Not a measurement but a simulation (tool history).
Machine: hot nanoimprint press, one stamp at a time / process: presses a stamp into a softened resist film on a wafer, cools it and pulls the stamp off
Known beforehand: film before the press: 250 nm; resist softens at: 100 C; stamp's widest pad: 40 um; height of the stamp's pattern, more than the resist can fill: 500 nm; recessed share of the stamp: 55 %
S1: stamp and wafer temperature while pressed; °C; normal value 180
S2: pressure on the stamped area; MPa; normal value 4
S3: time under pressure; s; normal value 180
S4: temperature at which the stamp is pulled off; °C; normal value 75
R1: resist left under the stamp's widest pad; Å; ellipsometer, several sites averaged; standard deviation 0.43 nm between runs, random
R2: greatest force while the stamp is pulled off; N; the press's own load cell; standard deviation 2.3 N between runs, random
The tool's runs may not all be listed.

Run 1, hour 0: usual settings. Result: R1 1149 Å, R2 229 N.
Run 2, hour 29.8: usual settings but S3 208 s. Result: R1 1098 Å, R2 233 N.
Run 3, hour 67.8: usual settings but S3 208 s. Result: R1 1097 Å, R2 243 N.
Run 4, hour 128.2: usual settings but S1 187 °C. Result: R1 921 Å, R2 214 N.
Run 5, hour 155.4: usual settings but S3 124 s. Result: R1 1302 Å, R2 221 N.
Run 6, hour 198.6: usual settings but S4 81 °C. Result: R1 1120 Å, R2 200 N.
Run 7, hour 222.9: usual settings but S4 76 °C. Result: R1 1117 Å, R2 224 N.
Run 8, hour 258: usual settings but S4 76 °C. Result: R1 1122 Å, R2 233 N.
Run 9, hour 309.1: usual settings. Result: R1 1126 Å, R2 208 N.
Run 10, hour 356.5: usual settings. Result: R1 1122 Å, R2 221 N.
Run 11, hour 411.5: usual settings but S2 2.73 MPa, S3 176 s. Result: R1 1400 Å, R2 228 N.
Run 12, hour 463.9: usual settings but S2 2.73 MPa, S3 148 s. Result: R1 1470 Å, R2 249 N.
Run 13, hour 514.4: usual settings but S1 169 °C, S4 64 °C. Result: R1 1629 Å, R2 255 N.
Run 14, hour 557.2: usual settings but S1 185 °C, S2 2.79 MPa, S3 276 s, S4 66 °C. Result: R1 1038 Å, R2 252 N.
Run 15, hour 590.2: usual settings but S1 185 °C, S2 5.33 MPa, S3 276 s, S4 61 °C. Result: R1 722 Å, R2 292 N.
Run 16, hour 626.3: usual settings but S1 185 °C, S2 5.33 MPa, S3 276 s, S4 61 °C. Result: R1 729 Å, R2 305 N.
Run 17, hour 677.5: usual settings but S1 185 °C, S2 5.33 MPa, S3 276 s, S4 61 °C. Result: R1 721 Å, R2 318 N.
Run 18, hour 710.8: usual settings but S1 185 °C, S2 5.33 MPa, S3 276 s, S4 61 °C. Result: R1 729 Å, R2 268 N.
Run 19, hour 745.4: usual settings but S3 159 s. Result: R1 1199 Å, R2 217 N.
Run 20, hour 800: usual settings but S2 5.92 MPa, S3 102 s. Result: R1 1146 Å, R2 231 N.

The log once held 5 entries between its listed runs, left out of this copy. Where does each go, and what is different about the tool's unlogged condition between the listed run before it and the listed run after it?
Run 3 -> run 4: stamp cleaned and given a new release coat (hour 114.4)
  true temperature over the reading, C: -1.11 -> -1.19; pressure that arrives at the usual setting, %: 97.95 -> 97.73; grip of the stamp's worn release coat, % over a new coat's: 16.1 -> 1.5
  difference, measured minus the result without the unlogged condition, R1: +53 -> +46 Å; R2: +38 -> +8 N
Run 5 -> run 6: plate thermocouple calibrated (hour 165.8)
  true temperature over the reading, C: -1.25 -> -0.06; pressure that arrives at the usual setting, %: 97.6 -> 97.44; grip of the stamp's worn release coat, % over a new coat's: 4.4 -> 8.8
  difference, measured minus the result without the unlogged condition, R1: +67 -> +19 Å; R2: +14 -> +17 N
Run 8 -> run 9: stamp cleaned and given a new release coat (hour 309)
  true temperature over the reading, C: -0.16 -> -0.24; pressure that arrives at the usual setting, %: 97.21 -> 97.02; grip of the stamp's worn release coat, % over a new coat's: 15.4 -> 0
  difference, measured minus the result without the unlogged condition, R1: +24 -> +28 Å; R2: +31 -> +1 N
Run 12 -> run 13: stamp cleaned and given a new release coat (hour 503.6)
  true temperature over the reading, C: -0.5 -> -0.58; pressure that arrives at the usual setting, %: 96.34 -> 96.15; grip of the stamp's worn release coat, % over a new coat's: 17 -> 1.1
  difference, measured minus the result without the unlogged condition, R1: +39 -> +57 Å; R2: +39 -> +5 N
Run 17 -> run 18: stamp cleaned and given a new release coat (hour 696.7)
  true temperature over the reading, C: -0.86 -> -0.91; pressure that arrives at the usual setting, %: 95.49 -> 95.38; grip of the stamp's worn release coat, % over a new coat's: 19.2 -> 1.5
  difference, measured minus the result without the unlogged condition, R1: +46 -> +48 Å; R2: +55 -> +7 N
